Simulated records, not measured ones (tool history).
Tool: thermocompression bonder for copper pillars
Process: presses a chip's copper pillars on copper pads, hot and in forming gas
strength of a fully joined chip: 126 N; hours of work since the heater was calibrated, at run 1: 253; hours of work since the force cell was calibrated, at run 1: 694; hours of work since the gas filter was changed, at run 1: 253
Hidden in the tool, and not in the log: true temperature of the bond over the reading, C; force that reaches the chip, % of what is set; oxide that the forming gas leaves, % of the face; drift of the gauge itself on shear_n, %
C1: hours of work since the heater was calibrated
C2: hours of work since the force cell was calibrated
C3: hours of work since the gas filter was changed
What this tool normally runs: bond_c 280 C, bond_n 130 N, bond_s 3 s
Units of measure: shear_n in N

Run 1, hour 0: usual settings; C1 253; C2 694; C3 253. Result: shear_n 49.5 N.
Run 2, hour 24.8: usual settings; C1 272; C2 712; C3 272. Result: shear_n 49.3 N.
At hour 27.8: forming gas filter changed.
Run 3, hour 77.1: usual settings; C1 309; C2 750; C3 36. Result: shear_n 50.6 N.
Run 4, hour 109: usual settings; C1 332; C2 773; C3 59. Result: shear_n 53.3 N.
Run 5, hour 131.9: usual settings; C1 349; C2 790; C3 76. Result: shear_n 50.6 N.
Run 6, hour 179.5: usual settings but bond_n 138 N; C1 384; C2 824; C3 110. Result: shear_n 52.9 N.
Run 7, hour 219.4: usual settings; C1 413; C2 853; C3 139. Result: shear_n 51.8 N.
Run 8, hour 261: usual settings; C1 443; C2 884; C3 169. Result: shear_n 50.4 N.
Run 9, hour 312.7: usual settings; C1 480; C2 921; C3 207. Result: shear_n 51.9 N.
Run 10, hour 343.7: usual settings but bond_s 4 s; C1 503; C2 944; C3 230. Result: shear_n 56.8 N.
Run 11, hour 396.9: usual settings; C1 542; C2 982; C3 268. Result: shear_n 50.2 N.
At hour 406.6: forming gas filter changed.
Run 12, hour 443.2: usual settings but bond_n 131 N; C1 575; C2 1016; C3 27. Result: shear_n 54.7 N.
Run 13, hour 472.4: usual settings but bond_n 131 N; C1 596; C2 1037; C3 48. Result: shear_n 53.2 N.
Run 14, hour 528.6: usual settings but bond_n 184 N; C1 637; C2 1078; C3 89. Result: shear_n 66.7 N.
Run 15, hour 572.4: usual settings but bond_n 184 N; C1 669; C2 1109; C3 121. Result: shear_n 65.9 N.
Run 16, hour 605.2: usual settings but bond_n 146 N; C1 693; C2 1133; C3 144. Result: shear_n 55.8 N.
At hour 643.8: force cell calibrated.
Run 17, hour 659: usual settings but bond_n 146 N; C1 731; C2 11; C3 182. Result: shear_n 54.9 N.
Run 18, hour 710.7: usual settings but bond_n 146 N, bond_s 4 s; C1 768; C2 49; C3 220. Result: shear_n 61 N.
Run 19, hour 760.4: usual settings but bond_n 193 N; C1 804; C2 85; C3 256. Result: shear_n 65.9 N.
At hour 785.4: forming gas filter changed.
Run 20, hour 806.9: usual settings but bond_n 193 N; C1 838; C2 118; C3 16. Result: shear_n 70.2 N.
Run 21, hour 850.5: usual settings but bond_c 294 C, bond_n 187 N; C1 869; C2 150; C3 47. Result: shear_n 76.3 N.
Run 22, hour 896: usual settings but bond_c 256 C, bond_n 136 N, bond_s 4 s; C1 902; C2 183; C3 80. Result: shear_n 45.6 N.
Run 23, hour 925.4: usual settings but bond_c 256 C, bond_n 136 N, bond_s 4 s; C1 924; C2 204; C3 102. Result: shear_n 45.9 N.
Run 24, hour 979.7: usual settings but bond_c 283 C, bond_n 136 N, bond_s 2 s; C1 963; C2 244; C3 141. Result: shear_n 48.4 N.
Run 25, hour 1032.8: usual settings but bond_n 90 N, bond_s 2 s; C1 1002; C2 282; C3 180. Result: shear_n 35.1 N.
Run 26, hour 1070.9: usual settings but bond_c 253 C, bond_n 90 N, bond_s 2 s; C1 1030; C2 310; C3 208. Result: shear_n 23.7 N.
Run 27, hour 1107.1: usual settings but bond_c 253 C, bond_n 90 N, bond_s 2 s; C1 1056; C2 336; C3 234. Result: shear_n 23.4 N.
Run 28, hour 1150.2: usual settings but bond_c 253 C, bond_n 90 N, bond_s 2 s; C1 1087; C2 368; C3 265. Result: shear_n 23.4 N.
At hour 1162.6: forming gas filter changed.
Run 29, hour 1176.7: usual settings but bond_c 253 C, bond_n 90 N, bond_s 2 s; C1 1106; C2 387; C3 10. Result: shear_n 24.4 N.
Run 30, hour 1232.3: usual settings but bond_n 91 N; C1 1147; C2 427; C3 51. Result: shear_n 43.3 N.
Run 31, hour 1266.8: usual settings but bond_c 306 C, bond_n 190 N, bond_s 5 s; C1 1172; C2 452; C3 76. Result: shear_n 97.5 N.
Run 32, hour 1313.7: usual settings but bond_c 256 C, bond_n 101 N, bond_s 9 s; C1 1206; C2 486; C3 110. Result: shear_n 53.1 N.
Run 33, hour 1358: usual settings but bond_c 256 C, bond_n 101 N, bond_s 9 s; C1 1238; C2 518; C3 142. Result: shear_n 52.2 N.
Run 34, hour 1409.4: usual settings but bond_c 256 C, bond_n 101 N, bond_s 9 s; C1 1275; C2 556; C3 179. Result: shear_n 52.8 N.
Run 35, hour 1455.1: usual settings but bond_c 268 C, bond_n 101 N; C1 1308; C2 589; C3 213. Result: shear_n 39.3 N.

3 options for the next run, each taken on its own from the tool as it stands now. Forecast them:
Run A, hour 1491.4: usual settings but bond_c 268 C, bond_n 82 N, bond_s 4 s; C1 1335; C2 615; C3 239. Result: shear_n ?.
Run B, hour 1491.4: usual settings but bond_c 252 C, bond_n 101 N, bond_s 5 s; C1 1335; C2 615; C3 239. Result: shear_n ?.
Run C, hour 1491.4: usual settings but bond_n 102 N; C1 1335; C2 615; C3 239. Result: shear_n ?.

run  shear_n
  A     38.5
  B     39.3
  C     46.3
With no hidden state in the tool, these same runs would have given:
run  shear_n
  A     33.9
  B     34.3
  C     41.2

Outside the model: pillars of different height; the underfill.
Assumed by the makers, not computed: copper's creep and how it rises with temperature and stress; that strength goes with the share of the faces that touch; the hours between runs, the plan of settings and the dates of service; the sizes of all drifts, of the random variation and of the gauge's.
